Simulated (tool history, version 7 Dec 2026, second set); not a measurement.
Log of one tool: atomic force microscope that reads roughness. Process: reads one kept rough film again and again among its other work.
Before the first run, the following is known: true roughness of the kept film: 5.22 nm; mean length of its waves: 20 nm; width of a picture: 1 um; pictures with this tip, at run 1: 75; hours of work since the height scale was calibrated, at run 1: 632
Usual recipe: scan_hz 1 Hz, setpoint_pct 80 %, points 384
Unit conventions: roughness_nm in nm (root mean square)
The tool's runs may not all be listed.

| run | hour | scan_hz | setpoint_pct | points | pictures with this tip | hours of work since the height scale was calibrated | roughness_nm |
|---|---|---|---|---|---|---|---|
| 1 | 0 | 1 | 80 | 384 | 75 | 632 | 3.833 |
| 2 | 41.1 | 1 | 80 | 384 | 153 | 657 | 3.813 |
|  | 72 | new tip fitted |
| 3 | 94.7 | 1 | 80 | 384 | 43 | 690 | 3.837 |
| 4 | 138 | 1 | 80 | 384 | 124 | 717 | 3.834 |
|  | 182.1 | new tip fitted |
| 5 | 224 | 1 | 80 | 384 | 79 | 770 | 3.826 |
|  | 294.1 | new tip fitted |
| 6 | 307.9 | 1 | 80 | 442 | 26 | 822 | 3.856 |
| 7 | 379.3 | 1 | 80 | 442 | 161 | 866 | 3.825 |
|  | 403.1 | new tip fitted |
| 8 | 443.7 | 1.94 | 69 | 441 | 77 | 905 | 3.83 |
| 9 | 505.7 | 0.52 | 87 | 456 | 194 | 944 | 3.897 |
|  | 512 | new tip fitted |
| 10 | 566.8 | 0.81 | 73 | 663 | 104 | 981 | 3.951 |
|  | 624 | new tip fitted |
| 11 | 636.4 | 0.81 | 73 | 663 | 23 | 1024 | 3.999 |
| 12 | 673 | 1 | 59 | 384 | 93 | 1047 | 3.975 |

3 options for the next run, each taken on its own from the tool as it stands now. Forecast them:
|  | 732.3 | new tip fitted |
| A | 741.2 | 1.88 | 71 | 561 | 17 | 1089 | ? |
|  | 732.3 | new tip fitted |
| B | 741.2 | 1 | 85 | 384 | 17 | 1089 | ? |
|  | 732.3 | new tip fitted |
| C | 741.2 | 3.64 | 88 | 988 | 17 | 1089 | ? |

| run | roughness_nm |
|---|---|
| A | 3.798 |
| B | 3.786 |
| C | 3.045 |
The same runs, with their run-to-run variation unchanged, on a tool lacking any hidden condition would have given:
| run | roughness_nm |
|---|---|
| A | 3.798 |
| B | 3.787 |
| C | 3.046 |
